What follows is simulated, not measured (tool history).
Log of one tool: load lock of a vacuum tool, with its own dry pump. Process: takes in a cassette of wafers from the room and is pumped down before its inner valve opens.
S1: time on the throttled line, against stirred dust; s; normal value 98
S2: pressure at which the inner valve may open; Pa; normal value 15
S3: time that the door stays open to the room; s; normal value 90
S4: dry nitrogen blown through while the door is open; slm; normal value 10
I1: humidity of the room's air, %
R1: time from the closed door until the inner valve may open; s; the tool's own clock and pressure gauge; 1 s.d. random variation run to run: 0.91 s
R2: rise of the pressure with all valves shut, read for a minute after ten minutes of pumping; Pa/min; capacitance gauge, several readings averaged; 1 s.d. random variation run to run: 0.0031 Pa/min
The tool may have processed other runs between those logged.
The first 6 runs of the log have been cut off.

run    hour   S1  S2   S3  S4    I1     R1     R2
  7   424.2   98  22   90  10  47.4  142.3  0.068
  8   484.7   98  15   90  10    47  145.8  0.066
  9   565.2   98  15   90  17  43.2  146.3  0.053
 10   648.7   98  15   90  10  47.8  146.4  0.066
 11   735.4   98  15   90  10  45.6  146.8   0.07
 12     792   50  15   90  10  43.4  106.2  0.069
 13   892.6   50  15   90  10  47.5  106.7  0.067
 14   968.4   50  15   90  10  43.3  105.8   0.07
 15  1041.3   98  15   90  10  43.9  146.2  0.066
 16    1107   98  15   90  10  45.2  144.8  0.075
 17  1199.6   98  15   90  10  45.1  145.7  0.069
 18  1312.7   98  15   90  10  47.8  145.7  0.073
 19  1420.1   98  15   90  10  44.1  145.8  0.069
 20  1523.6   65  23   90   7  43.5  115.6  0.073
 21    1571  113  10  193  17  41.5  162.6  0.078
 22    1672  113  10  193  17  47.8  162.5  0.091
 23  1755.4   74  13  193  17  49.1  126.9  0.097
 24  1830.4  157  19  193  17  46.4  195.1  0.089
 25  1943.8  165  17   33  10    44  201.3  0.045
 26  2019.3  165  17   33  10  43.7  201.8  0.043
 27  2133.8   85  23  222   4  43.9  130.9  0.139

What does the tool deliver on the next run?
 28  2217.3  85  23  222   4  44.3   ?   ?

R1: 133.1 s
R2: 0.129 Pa/min
With no hidden state in the tool, this same run would have given R1 128.7 s, R2 0.116 Pa/min.

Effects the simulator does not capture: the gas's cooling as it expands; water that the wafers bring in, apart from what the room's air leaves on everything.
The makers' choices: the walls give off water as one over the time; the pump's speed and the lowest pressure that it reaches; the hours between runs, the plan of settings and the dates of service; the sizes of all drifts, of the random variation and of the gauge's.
